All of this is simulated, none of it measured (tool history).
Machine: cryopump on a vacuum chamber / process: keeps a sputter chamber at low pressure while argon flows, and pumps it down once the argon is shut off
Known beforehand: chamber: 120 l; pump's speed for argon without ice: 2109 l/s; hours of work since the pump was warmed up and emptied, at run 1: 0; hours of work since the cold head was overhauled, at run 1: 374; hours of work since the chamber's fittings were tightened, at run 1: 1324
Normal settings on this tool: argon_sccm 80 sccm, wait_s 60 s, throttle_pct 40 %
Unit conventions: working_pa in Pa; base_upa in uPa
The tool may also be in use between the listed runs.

run,hour,argon_sccm,wait_s,throttle_pct,hours of work since the pump was warmed up and emptied,hours of work since the cold head was overhauled,hours of work since the chamber's fittings were tightened,working_pa,base_upa
1,0,80,60,40,0,374,1324,0.16,1.49
2,31.5,66,60,40,26,400,1350,0.1334,1.42
3,75.7,80,60,31,63,437,1386,0.2105,1.49
4,103.9,80,60,40,86,460,1410,0.165,1.43
5,142.8,80,60,40,118,492,1442,0.1683,1.54
6,184.2,80,60,40,152,526,1476,0.1699,1.51
7,210.2,80,60,40,174,548,1497,0.1727,1.58
8,260.3,80,60,40,215,589,1539,0.1745,1.61
9,300.3,80,60,40,248,622,1572,0.179,1.67
10,343.7,80,60,29,284,658,1608,0.2423,1.74
11,377.7,80,60,29,312,686,1636,0.2465,1.76
12,420.7,80,34,40,348,722,1671,0.1892,2.46
# hour 436.2: pump warmed up, emptied and cooled again
13,453.6,80,34,40,14,745,1694,0.1631,2.23
14,501.6,112,34,40,54,785,1734,0.229,2.29
15,560.5,112,34,40,103,833,1783,0.235,2.28
# hour 576.6: leaking fittings of the chamber tightened, without venting
16,594.2,112,34,40,129,860,15,0.2372,1.78
17,634.5,80,60,20,162,893,48,0.3347,1.06
18,686.1,80,96,20,205,936,91,0.3365,0.75
19,731.3,80,96,20,242,973,128,0.3391,0.79
20,768,150,60,40,273,1003,158,0.3379,1.14
21,816,137,247,17,312,1043,198,0.6883,0.51
22,854,60,247,17,344,1074,229,0.3045,0.53
# hour 876: pump warmed up, emptied and cooled again
23,907.9,41,40,58,26,1115,270,0.0582,1.62
24,953.6,45,60,40,64,1152,307,0.0919,1.15
25,1012.6,93,211,35,113,1201,356,0.2216,0.49
26,1053.1,66,49,56,146,1235,390,0.1028,1.46
27,1084.5,66,64,26,172,1261,416,0.213,1.17
28,1119.4,80,39,49,201,1289,444,0.1451,1.75
29,1150.6,60,34,32,227,1315,470,0.1614,1.97
30,1207.1,60,34,52,274,1362,517,0.1078,1.96
31,1259.5,45,221,21,317,1405,560,0.1858,0.67
32,1289.4,45,221,21,342,1430,585,0.1876,0.69

Hidden condition of the tool, last listed run before each entry between runs versus first listed run after:
In the gap between runs 12 and 13: pump warmed up, emptied and cooled again (hour 436.2)
  pump's speed, % of a pump's without ice: 69.5 -> 98.5; cold plate's temperature, K: 12.44 -> 12.45; leak into the chamber, uPa l/s: 1254 -> 1266
  what was measured, less what the result would be without the hidden state, working_pa: +0.0291 -> +0.0016 Pa; base_upa: +0.72 -> +0.47 uPa
In the gap between runs 15 and 16: leaking fittings of the chamber tightened, without venting (hour 576.6)
  pump's speed, % of a pump's without ice: 90.9 -> 88.5; cold plate's temperature, K: 12.5 -> 12.52; leak into the chamber, uPa l/s: 1310 -> 332
  what was measured, less what the result would be without the hidden state, working_pa: +0.01 -> +0.0127 Pa; base_upa: +0.54 -> +0.04 uPa
In the gap between runs 22 and 23: pump warmed up, emptied and cooled again (hour 876)
  pump's speed, % of a pump's without ice: 70.3 -> 97.4; cold plate's temperature, K: 12.64 -> 12.66; leak into the chamber, uPa l/s: 443 -> 464
  what was measured, less what the result would be without the hidden state, working_pa: +0.0212 -> +0.0013 Pa; base_upa: +0.16 -> +0.09 uPa
